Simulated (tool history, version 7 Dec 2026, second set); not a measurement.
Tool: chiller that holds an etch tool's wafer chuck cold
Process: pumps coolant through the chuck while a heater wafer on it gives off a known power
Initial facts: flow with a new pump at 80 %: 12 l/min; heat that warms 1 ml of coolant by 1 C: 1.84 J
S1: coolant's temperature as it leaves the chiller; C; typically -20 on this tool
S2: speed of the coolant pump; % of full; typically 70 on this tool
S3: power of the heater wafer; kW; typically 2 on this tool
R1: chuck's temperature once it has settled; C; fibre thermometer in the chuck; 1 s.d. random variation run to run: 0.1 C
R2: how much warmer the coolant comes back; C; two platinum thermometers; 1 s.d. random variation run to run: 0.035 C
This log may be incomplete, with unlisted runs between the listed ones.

run,hour,S1,S2,S3,R1,R2
1,0,-20,70,2,1.6,6.28
2,49.1,-20,84,2,-1.2,5.26
3,93.2,-20,65,2,2.8,6.8
4,157.8,-20,70,2.338,5.2,7.34
5,198.7,-20,70,1.339,-5.4,4.26
6,267.4,-20,70,1.339,-5.2,4.24
7,316.2,-20,69,2,2,6.35
8,391.4,-20,69,2,2,6.41
9,422.6,-20,69,2,1.9,6.46
10,487.5,-20,69,2,2.2,6.36
# hour 504.1: coolant changed, channels flushed
11,556.4,-20,69,2,0.4,6.4
12,622.3,-28,70,2,-7.8,6.31
13,697.7,-22,63,1.006,-10.6,3.61
14,769.7,-22,63,1.006,-10.4,3.56
15,824,-22,63,1.006,-10.5,3.62
16,874.8,-24,70,1.953,-4.2,6.21
17,921.5,-13,80,2.505,9.8,6.92
18,968.3,-13,80,2.505,9.7,7.02
19,1015.5,-21,61,1.2,-7,4.41
20,1050,-26,70,2,-5.6,6.4
21,1090.3,-10,99,2.533,9.4,5.64
22,1149.1,-10,94,2,6.2,4.68
23,1181.5,-20,68,2.936,10.4,9.73

Branching from run 23: 4 alternative next runs. What would each branch give?
A,1248.7,-15,67,2.936,?,?
B,1248.7,-28,74,2.936,?,?
C,1248.7,-20,66,2,?,?
D,1248.7,-22,93,2.377,?,?

run,R1,R2
A,15.9,9.82
B,0.6,8.87
C,1.5,6.77
D,-2.6,5.67
What these runs would have given with no unlogged condition in the tool:
run,R1,R2
A,14.1,9.57
B,-1.1,8.64
C,0.1,6.59
D,-4,5.52
